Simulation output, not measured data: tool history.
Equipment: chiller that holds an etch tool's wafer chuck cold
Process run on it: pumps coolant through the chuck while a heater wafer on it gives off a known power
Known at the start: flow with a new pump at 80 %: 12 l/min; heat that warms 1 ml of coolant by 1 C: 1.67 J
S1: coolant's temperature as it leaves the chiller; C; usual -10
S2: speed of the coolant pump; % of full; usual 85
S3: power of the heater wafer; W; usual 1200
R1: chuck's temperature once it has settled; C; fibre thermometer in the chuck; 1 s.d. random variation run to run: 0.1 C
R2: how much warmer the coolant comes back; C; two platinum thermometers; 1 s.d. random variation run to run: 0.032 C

run     day   S1  S2    S3    R1    R2
  1       0  -10  85  1200  -1.1  3.37
  2   1.596  -10  85  1200  -1.1  3.35
  3   2.604  -10  85  1200  -1.1  3.32
  4   4.646  -10  85  1200    -1  3.36
  5   6.496  -10  85  1200  -1.1  3.43
  6   8.442  -10  85  1087  -1.9  3.05
  7   9.383  -10  85  1087  -1.9  3.02
  8  10.817  -10  85   681  -4.9  1.96
  9  12.762  -10  85   681  -4.8  1.88
 10   14.85  -10  85  1200  -1.1  3.36
 11  16.496  -13  85  1200  -4.2  3.33
 12  18.412  -13  85  1200    -4  3.32
 13  19.771  -11  85   759  -5.2  2.13
 14  21.183  -11  85   759  -5.4  2.14
 15  23.517  -11  85   759  -5.5  2.09
 16  25.238  -11  85   759  -5.3  2.09
 17  27.096   -5  73   948   2.8  3.17
 18  28.871  -10  85  1104  -1.8  3.14
 19  30.292  -10  99   805  -4.6  1.85
 20  31.788  -10  99   805  -4.7  1.94
 21  33.392   -1  63  1684  14.6  6.59
 22  35.012  -10  91  1406  -0.1  3.66
 23  36.608  -10  91  1406     0  3.61

Removed from this log: 1 entry logged between the listed runs. Between which two listed runs does each belong, and how does the tool's hidden state at the listed run before it compare with that at the listed run after it?
After run 14, before run 15: coolant changed, channels flushed (day 22.642)
  heat passed by the chuck's channels, % of clean ones': 99.8 -> 100
